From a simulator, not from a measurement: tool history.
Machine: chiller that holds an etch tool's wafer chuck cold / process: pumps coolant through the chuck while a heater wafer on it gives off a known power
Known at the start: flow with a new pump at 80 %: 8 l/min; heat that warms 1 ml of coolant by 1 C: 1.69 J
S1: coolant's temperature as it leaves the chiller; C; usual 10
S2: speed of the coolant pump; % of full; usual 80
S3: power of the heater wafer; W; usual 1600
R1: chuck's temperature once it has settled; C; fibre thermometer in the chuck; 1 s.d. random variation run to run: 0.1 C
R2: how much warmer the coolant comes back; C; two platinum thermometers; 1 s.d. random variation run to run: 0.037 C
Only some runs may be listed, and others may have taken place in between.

{"run": 1, "hour": 0.0, "S1": 10, "S2": 80, "S3": 1600, "R1": 28.8, "R2": 7.33}
{"run": 2, "hour": 37.3, "S1": 10, "S2": 80, "S3": 1600, "R1": 29.1, "R2": 7.38}
{"run": 3, "hour": 73.1, "S1": 12, "S2": 80, "S3": 1600, "R1": 31, "R2": 7.33}
{"run": 4, "hour": 101.8, "S1": 10, "S2": 64, "S3": 1600, "R1": 32.5, "R2": 9.36}
{"run": 5, "hour": 125.3, "S1": 10, "S2": 64, "S3": 1600, "R1": 32.7, "R2": 9.37}
{"run": 6, "hour": 182.1, "S1": 10, "S2": 69, "S3": 1600, "R1": 31.5, "R2": 8.69}
{"run": 7, "hour": 238.3, "S1": 10, "S2": 69, "S3": 1600, "R1": 31.6, "R2": 8.63}
{"run": 8, "hour": 280.4, "S1": 10, "S2": 69, "S3": 1600, "R1": 31.5, "R2": 8.67}
{"run": 9, "hour": 320.3, "S1": 10, "S2": 69, "S3": 1600, "R1": 31.6, "R2": 8.67}
{"hour": 324.6, "done": "chiller's thermometer calibrated"}
{"run": 10, "hour": 348.0, "S1": 10, "S2": 69, "S3": 1600, "R1": 31.7, "R2": 8.69}
{"run": 11, "hour": 381.3, "S1": 10, "S2": 69, "S3": 1600, "R1": 31.9, "R2": 8.67}
{"run": 12, "hour": 421.7, "S1": 10, "S2": 71, "S3": 1600, "R1": 31.2, "R2": 8.42}
{"run": 13, "hour": 472.8, "S1": 10, "S2": 71, "S3": 1600, "R1": 31.2, "R2": 8.48}
{"run": 14, "hour": 501.4, "S1": 10, "S2": 80, "S3": 1600, "R1": 29.7, "R2": 7.47}
{"run": 15, "hour": 546.9, "S1": 10, "S2": 80, "S3": 832, "R1": 20.4, "R2": 3.91}
{"run": 16, "hour": 578.4, "S1": 18, "S2": 80, "S3": 832, "R1": 28.3, "R2": 3.87}
{"hour": 582.4, "done": "chiller's thermometer calibrated, once more"}
{"run": 17, "hour": 629.3, "S1": 2, "S2": 66, "S3": 1325, "R1": 20.5, "R2": 7.63}
{"run": 18, "hour": 680.9, "S1": 2, "S2": 100, "S3": 927, "R1": 11.6, "R2": 3.35}
{"run": 19, "hour": 729.5, "S1": 2, "S2": 100, "S3": 927, "R1": 11.5, "R2": 3.37}
{"run": 20, "hour": 766.9, "S1": 14, "S2": 74, "S3": 1600, "R1": 34.4, "R2": 8.12}
{"run": 21, "hour": 792.8, "S1": 14, "S2": 74, "S3": 1600, "R1": 34.6, "R2": 8.17}
{"run": 22, "hour": 828.9, "S1": 7, "S2": 75, "S3": 893, "R1": 18.3, "R2": 4.48}
{"run": 23, "hour": 879.9, "S1": 19, "S2": 74, "S3": 1499, "R1": 38.5, "R2": 7.69}
{"run": 24, "hour": 932.4, "S1": 19, "S2": 74, "S3": 1499, "R1": 38.5, "R2": 7.61}
{"run": 25, "hour": 956.6, "S1": 15, "S2": 91, "S3": 2120, "R1": 38.3, "R2": 8.67}
{"run": 26, "hour": 979.7, "S1": 15, "S2": 91, "S3": 1139, "R1": 27.6, "R2": 4.66}
{"run": 27, "hour": 1006.7, "S1": 3, "S2": 73, "S3": 1309, "R1": 20.1, "R2": 6.79}
{"run": 28, "hour": 1045.7, "S1": 3, "S2": 73, "S3": 1309, "R1": 20.4, "R2": 6.83}
{"run": 29, "hour": 1077.2, "S1": 3, "S2": 73, "S3": 1309, "R1": 20.1, "R2": 6.81}
{"run": 30, "hour": 1116.9, "S1": 19, "S2": 85, "S3": 1309, "R1": 34.4, "R2": 5.76}
{"run": 31, "hour": 1161.8, "S1": 15, "S2": 66, "S3": 2255, "R1": 47.3, "R2": 13.12}

A few steps of R1 between consecutive runs. Split each: what settings, incoming material and random variation would produce without the hidden state, and what is left over for the hidden state, along with gauge scatter present in only one of the two compared results (measured, and without hidden state):
The tool's hidden condition here consists of: heat passed by the chuck's channels, % of clean ones'; flow at a given pump speed, % of a new pump's; coolant's true temperature over the reading, C; drift of the gauge itself on chuck_c, C; drift of the gauge itself on warmer_back_c, C.
Run 19 -> 20: S1 2 -> 14, S2 100 -> 74, S3 927 -> 1600. R1 +22.9 C: hidden state +1.3, all else +21.6.
Run 21 -> 22: S1 14 -> 7, S2 74 -> 75, S3 1600 -> 893. R1 -16.3 C: hidden state -1, all else -15.3.
Run 22 -> 23: S1 7 -> 19, S2 75 -> 74, S3 893 -> 1499. R1 +20.2 C: hidden state +1, all else +19.2.
Run 25 -> 26: S3 2120 -> 1139. R1 -10.7 C: hidden state -1.4, all else -9.3.
Run 30 -> 31: S1 19 -> 15, S2 85 -> 66, S3 1309 -> 2255. R1 +12.9 C: hidden state +2.4, all else +10.5.
